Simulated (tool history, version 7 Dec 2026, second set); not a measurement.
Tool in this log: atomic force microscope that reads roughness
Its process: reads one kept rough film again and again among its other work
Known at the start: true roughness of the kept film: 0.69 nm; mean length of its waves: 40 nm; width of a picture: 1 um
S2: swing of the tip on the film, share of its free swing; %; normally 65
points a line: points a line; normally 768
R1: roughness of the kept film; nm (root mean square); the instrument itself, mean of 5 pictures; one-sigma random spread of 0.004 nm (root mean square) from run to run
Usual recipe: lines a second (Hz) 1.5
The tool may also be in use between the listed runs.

run 1 hour=0 | lines_a_second_(Hz)=1.5 S2=65 points_a_line=768 | R1=0.627
run 2 hour=11.5 | lines_a_second_(Hz)=2.04 S2=65 points_a_line=768 | R1=0.608
run 3 hour=24.5 | lines_a_second_(Hz)=0.54 S2=65 points_a_line=768 | R1=0.657
run 4 hour=32.8 | lines_a_second_(Hz)=0.54 S2=65 points_a_line=768 | R1=0.657
-- hour=34.1 new tip fitted
run 5 hour=49.6 | lines_a_second_(Hz)=1.5 S2=65 points_a_line=768 | R1=0.628
run 6 hour=61.7 | lines_a_second_(Hz)=1.5 S2=65 points_a_line=768 | R1=0.635
run 7 hour=75.1 | lines_a_second_(Hz)=1.5 S2=65 points_a_line=768 | R1=0.63
run 8 hour=88.3 | lines_a_second_(Hz)=2.22 S2=55 points_a_line=538 | R1=0.639
run 9 hour=102.4 | lines_a_second_(Hz)=2.22 S2=55 points_a_line=538 | R1=0.647
run 10 hour=116.4 | lines_a_second_(Hz)=1.46 S2=76 points_a_line=584 | R1=0.597
run 11 hour=125.7 | lines_a_second_(Hz)=1.5 S2=78 points_a_line=607 | R1=0.588
run 12 hour=139.6 | lines_a_second_(Hz)=0.79 S2=59 points_a_line=310 | R1=0.656
run 13 hour=146.5 | lines_a_second_(Hz)=0.83 S2=59 points_a_line=310 | R1=0.661
run 14 hour=160.8 | lines_a_second_(Hz)=1.72 S2=87 points_a_line=936 | R1=0.531

Below are 3 alternative next runs, each starting from the tool's condition after run 14. Predict each:
run A hour=174.7 | lines_a_second_(Hz)=3.46 S2=56 points_a_line=331 | R1=?
run B hour=174.7 | lines_a_second_(Hz)=1.5 S2=68 points_a_line=878 | R1=?
run C hour=174.7 | lines_a_second_(Hz)=1.05 S2=65 points_a_line=330 | R1=?

run=A R1=0.621
run=B R1=0.625
run=C R1=0.632
Take away the tool's hidden state, keep each run's random variation, and the runs would have read:
run=A R1=0.622
run=B R1=0.625
run=C R1=0.633

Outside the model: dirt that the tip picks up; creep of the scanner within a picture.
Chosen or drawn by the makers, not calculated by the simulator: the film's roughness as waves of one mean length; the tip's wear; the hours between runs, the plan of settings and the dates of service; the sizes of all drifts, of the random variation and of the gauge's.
